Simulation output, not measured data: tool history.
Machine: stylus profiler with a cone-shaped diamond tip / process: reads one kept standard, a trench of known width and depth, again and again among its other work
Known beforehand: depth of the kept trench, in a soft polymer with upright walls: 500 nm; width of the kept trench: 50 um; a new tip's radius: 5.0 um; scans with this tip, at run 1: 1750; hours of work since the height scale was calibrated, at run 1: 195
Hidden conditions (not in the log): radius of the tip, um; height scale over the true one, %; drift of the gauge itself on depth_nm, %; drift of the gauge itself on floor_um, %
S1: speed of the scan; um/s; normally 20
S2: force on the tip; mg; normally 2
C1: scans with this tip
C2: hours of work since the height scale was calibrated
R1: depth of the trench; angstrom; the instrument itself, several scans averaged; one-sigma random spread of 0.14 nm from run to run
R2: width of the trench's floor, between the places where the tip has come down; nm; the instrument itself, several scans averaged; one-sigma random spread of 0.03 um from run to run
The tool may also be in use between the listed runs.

run	hour	S1	S2	C1	C2	R1	R2
1	0	20	2	1750	195	5057.3	45310
2	54.1	20	2	2118	236	5060.3	45300
3	112.1	20	2	2512	280	5060.8	45230
4	165.5	20	2	2876	321	5061.8	45230
5	224.2	20	2	3275	365	5063.6	45090
6	256.6	20	2	3495	390	5065.4	45170
7	316.3	20	2	3901	435	5065.8	45060
8	346.7	20	2	4108	458	5061.8	45060
9	387.7	7	2	4387	489	5065.2	45010
10	454.5	55	1.62	4841	540	5058.8	44700
11	497	48	4.98	5130	572	5117.5	44870
12	551.7	40	1.89	5502	613	5067	44770
13	615.5	22	4.46	5936	662	5110.3	44790

Branching from run 13: 4 alternative next runs. What would each branch give?
A	657.6	20	3.74	6223	694	?	?
B	657.6	8	2.16	6223	694	?	?
C	657.6	34	2.89	6223	694	?	?
D	657.6	14	2.36	6223	694	?	?

run	R1	R2
A	5099.8	44770
B	5076.3	44810
C	5089.1	44690
D	5078.4	44850
The same runs, with their run-to-run variation unchanged, on a tool lacking any hidden condition would have given:
run	R1	R2
A	5084.4	45550
B	5061	45590
C	5073.7	45470
D	5063.1	45630
